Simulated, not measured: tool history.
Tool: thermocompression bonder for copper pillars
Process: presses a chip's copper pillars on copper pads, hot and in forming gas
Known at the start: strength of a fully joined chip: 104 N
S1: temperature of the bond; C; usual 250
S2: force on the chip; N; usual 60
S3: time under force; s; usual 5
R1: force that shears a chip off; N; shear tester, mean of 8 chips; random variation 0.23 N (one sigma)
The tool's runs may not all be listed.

Run 1, hour 0: usual settings. Result: R1 61.1 N.
Run 2, hour 36.7: usual settings. Result: R1 61.8 N.
Run 3, hour 62.3: usual settings but S3 8 s. Result: R1 70.5 N.
Run 4, hour 81.6: usual settings. Result: R1 61.2 N.
Run 5, hour 99.9: usual settings. Result: R1 61.4 N.
Run 6, hour 120.3: usual settings. Result: R1 61.9 N.
Run 7, hour 153.4: usual settings. Result: R1 62.3 N.
At hour 157.1: forming gas filter changed.
Run 8, hour 185.4: usual settings but S3 4 s. Result: R1 59.2 N.
Run 9, hour 205: usual settings but S3 10 s. Result: R1 76.7 N.
Run 10, hour 222.6: usual settings. Result: R1 63.5 N.
Run 11, hour 248.3: usual settings. Result: R1 63.8 N.
Run 12, hour 271.6: usual settings but S3 3 s. Result: R1 54.5 N.
Run 13, hour 290.4: usual settings but S3 13 s. Result: R1 81.2 N.
Run 14, hour 318.6: usual settings but S3 13 s. Result: R1 81.4 N.
Run 15, hour 350.9: usual settings but S3 13 s. Result: R1 81.7 N.
Run 16, hour 370.2: usual settings but S1 270 C, S3 13 s. Result: R1 92.5 N.
Run 17, hour 393.7: usual settings but S1 270 C, S3 13 s. Result: R1 91.8 N.
Run 18, hour 427.4: usual settings. Result: R1 64.3 N.
Run 19, hour 450.8: usual settings. Result: R1 64.3 N.
Run 20, hour 486.4: usual settings. Result: R1 64.1 N.
Run 21, hour 503.5: usual settings. Result: R1 64.1 N.
Run 22, hour 531.2: usual settings but S1 242 C, S3 3 s. Result: R1 49.8 N.
At hour 536.2: force cell calibrated.
Run 23, hour 565.3: usual settings but S1 242 C, S2 63 N, S3 6 s. Result: R1 62.8 N.

Forecast run 24:
Run 24, hour 582.1: usual settings but S1 221 C, S2 56 N, S3 7 s. Result: R1 ?.

R1: 45.7 N
Without the tool's hidden state the same run would have given R1 42.4 N.
